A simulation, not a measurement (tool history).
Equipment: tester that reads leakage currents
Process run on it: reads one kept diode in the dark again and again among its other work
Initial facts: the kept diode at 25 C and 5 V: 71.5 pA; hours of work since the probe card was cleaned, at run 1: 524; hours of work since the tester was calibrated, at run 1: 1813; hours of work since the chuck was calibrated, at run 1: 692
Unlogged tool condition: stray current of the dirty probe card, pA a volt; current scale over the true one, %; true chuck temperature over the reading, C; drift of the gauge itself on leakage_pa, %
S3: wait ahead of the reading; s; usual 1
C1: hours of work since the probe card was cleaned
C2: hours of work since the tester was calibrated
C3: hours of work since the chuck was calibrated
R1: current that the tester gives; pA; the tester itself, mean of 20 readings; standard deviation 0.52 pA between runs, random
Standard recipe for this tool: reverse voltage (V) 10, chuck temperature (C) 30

run 1 day=0 | reverse_voltage_(V)=10 chuck_temperature_(C)=30 S3=1 | C1=524 C2=1813 C3=692 | R1=170.61
run 2 day=2.954 | reverse_voltage_(V)=10 chuck_temperature_(C)=30 S3=1 | C1=561 C2=1849 C3=729 | R1=170.21
run 3 day=5.042 | reverse_voltage_(V)=10 chuck_temperature_(C)=30 S3=1 | C1=587 C2=1875 C3=755 | R1=170.32
run 4 day=7.05 | reverse_voltage_(V)=10 chuck_temperature_(C)=30 S3=1 | C1=612 C2=1900 C3=779 | R1=170.17
run 5 day=9.425 | reverse_voltage_(V)=12.8 chuck_temperature_(C)=30 S3=1 | C1=641 C2=1929 C3=809 | R1=197.94
run 6 day=12.004 | reverse_voltage_(V)=12.8 chuck_temperature_(C)=30 S3=1 | C1=673 C2=1961 C3=841 | R1=198.1
-- day=12.467 probe card cleaned and baked
run 7 day=15.088 | reverse_voltage_(V)=12.8 chuck_temperature_(C)=41 S3=9.02 | C1=32 C2=1998 C3=877 | R1=518.05
run 8 day=17.062 | reverse_voltage_(V)=10 chuck_temperature_(C)=30 S3=0.94 | C1=57 C2=2022 C3=902 | R1=172.64
run 9 day=19.312 | reverse_voltage_(V)=9.6 chuck_temperature_(C)=31 S3=6.56 | C1=85 C2=2050 C3=930 | R1=183.15
run 10 day=22.329 | reverse_voltage_(V)=9.6 chuck_temperature_(C)=31 S3=6.56 | C1=122 C2=2087 C3=967 | R1=181.83

Hidden condition of the tool, last listed run before each entry between runs versus first listed run after:
From run 6 to run 7: probe card cleaned and baked (day 12.467)
  stray current of the dirty probe card, pA a volt: 0.663 -> 0.946; current scale over the true one, %: -0.64 -> -0.65; true chuck temperature over the reading, C: -0.58 -> -0.62
  what was measured, less what the result would be without the hidden state, R1: -3.61 -> -19.38 pA
